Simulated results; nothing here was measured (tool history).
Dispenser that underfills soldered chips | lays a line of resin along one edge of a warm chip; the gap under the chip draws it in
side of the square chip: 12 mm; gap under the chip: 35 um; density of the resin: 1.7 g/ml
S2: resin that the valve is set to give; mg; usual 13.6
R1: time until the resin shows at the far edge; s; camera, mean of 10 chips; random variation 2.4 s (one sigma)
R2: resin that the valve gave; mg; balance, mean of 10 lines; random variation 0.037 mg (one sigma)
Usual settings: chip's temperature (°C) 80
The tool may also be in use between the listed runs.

run 1 hour=0.0 | chip's_temperature_(°C)=80 S2=13.6 | R1=254.5 R2=13.31
run 2 hour=2.7 | chip's_temperature_(°C)=80 S2=13.6 | R1=268.8 R2=13.21
run 3 hour=4.5 | chip's_temperature_(°C)=80 S2=13.6 | R1=283.2 R2=13.19
run 4 hour=8.2 | chip's_temperature_(°C)=83 S2=13.6 | R1=276.1 R2=13.25
run 5 hour=10.4 | chip's_temperature_(°C)=83 S2=13.6 | R1=300.9 R2=13.28
-- hour=11.8 new syringe of resin
run 6 hour=14.0 | chip's_temperature_(°C)=80 S2=15.1 | R1=248.8 R2=14.66
run 7 hour=16.5 | chip's_temperature_(°C)=80 S2=13.6 | R1=275.3 R2=13.19
run 8 hour=20.2 | chip's_temperature_(°C)=80 S2=13.6 | R1=303.2 R2=13.18
run 9 hour=23.3 | chip's_temperature_(°C)=80 S2=16.1 | R1=323.8 R2=15.48
-- hour=25.0 new syringe of resin
run 10 hour=28.1 | chip's_temperature_(°C)=80 S2=16.1 | R1=250.8 R2=15.59
run 11 hour=31.1 | chip's_temperature_(°C)=80 S2=16.1 | R1=279.9 R2=15.59
-- hour=32.6 dispensing valve cleaned and set on the balance
run 12 hour=35.0 | chip's_temperature_(°C)=80 S2=16.1 | R1=303.4 R2=16.08
run 13 hour=37.3 | chip's_temperature_(°C)=80 S2=16.1 | R1=321.7 R2=16.06
-- hour=39.0 new syringe of resin
run 14 hour=40.7 | chip's_temperature_(°C)=85 S2=13.6 | R1=196.3 R2=13.60
run 15 hour=44.7 | chip's_temperature_(°C)=85 S2=13.6 | R1=219.6 R2=13.56
run 16 hour=47.1 | chip's_temperature_(°C)=85 S2=13.6 | R1=241.3 R2=13.46
run 17 hour=49.3 | chip's_temperature_(°C)=85 S2=13.6 | R1=259.0 R2=13.50
-- hour=52.2 new syringe of resin
run 18 hour=53.0 | chip's_temperature_(°C)=80 S2=13.6 | R1=236.0 R2=13.47
run 19 hour=55.7 | chip's_temperature_(°C)=74 S2=13.6 | R1=337.3 R2=13.43
run 20 hour=59.7 | chip's_temperature_(°C)=74 S2=13.6 | R1=372.5 R2=13.44
run 21 hour=62.5 | chip's_temperature_(°C)=85 S2=15.2 | R1=250.7 R2=15.04
-- hour=65.2 new syringe of resin
run 22 hour=66.7 | chip's_temperature_(°C)=85 S2=15.2 | R1=191.1 R2=15.02
run 23 hour=71.0 | chip's_temperature_(°C)=95 S2=13.4 | R1=146.1 R2=13.24
run 24 hour=75.4 | chip's_temperature_(°C)=89 S2=17.6 | R1=208.3 R2=17.26
-- hour=78.3 new syringe of resin
run 25 hour=79.1 | chip's_temperature_(°C)=79 S2=14.0 | R1=239.4 R2=13.82
run 26 hour=82.6 | chip's_temperature_(°C)=73 S2=13.4 | R1=360.4 R2=13.09
run 27 hour=86.3 | chip's_temperature_(°C)=74 S2=13.4 | R1=381.5 R2=13.17
run 28 hour=88.7 | chip's_temperature_(°C)=76 S2=16.6 | R1=368.2 R2=16.26
-- hour=91.2 new syringe of resin
run 29 hour=91.5 | chip's_temperature_(°C)=76 S2=16.6 | R1=277.9 R2=16.19
run 30 hour=93.3 | chip's_temperature_(°C)=84 S2=15.0 | R1=205.1 R2=14.68
run 31 hour=96.5 | chip's_temperature_(°C)=77 S2=13.8 | R1=302.9 R2=13.50
run 32 hour=100.4 | chip's_temperature_(°C)=90 S2=13.6 | R1=198.8 R2=13.26
-- hour=104.1 new syringe of resin
run 33 hour=104.9 | chip's_temperature_(°C)=73 S2=13.1 | R1=315.5 R2=12.71
run 34 hour=108.4 | chip's_temperature_(°C)=91 S2=13.1 | R1=163.0 R2=12.72
run 35 hour=112.3 | chip's_temperature_(°C)=79 S2=13.7 | R1=301.1 R2=13.26

4 ways to go on from here, each from the tool as it stands after run 35. What would each give?
run A hour=114.6 | chip's_temperature_(°C)=79 S2=13.3 | R1=? R2=?
run B hour=114.6 | chip's_temperature_(°C)=92 S2=14.5 | R1=? R2=?
run C hour=114.6 | chip's_temperature_(°C)=66 S2=13.3 | R1=? R2=?
run D hour=114.6 | chip's_temperature_(°C)=94 S2=13.0 | R1=? R2=?

run=A R1=326.0 R2=12.85
run=B R1=183.3 R2=14.02
run=C R1=594.1 R2=12.89
run=D R1=170.2 R2=12.54
Without the tool's hidden state the same runs would have given:
run=A R1=253.8 R2=13.25
run=B R1=142.5 R2=14.46
run=C R1=464.5 R2=13.29
run=D R1=132.0 R2=12.94
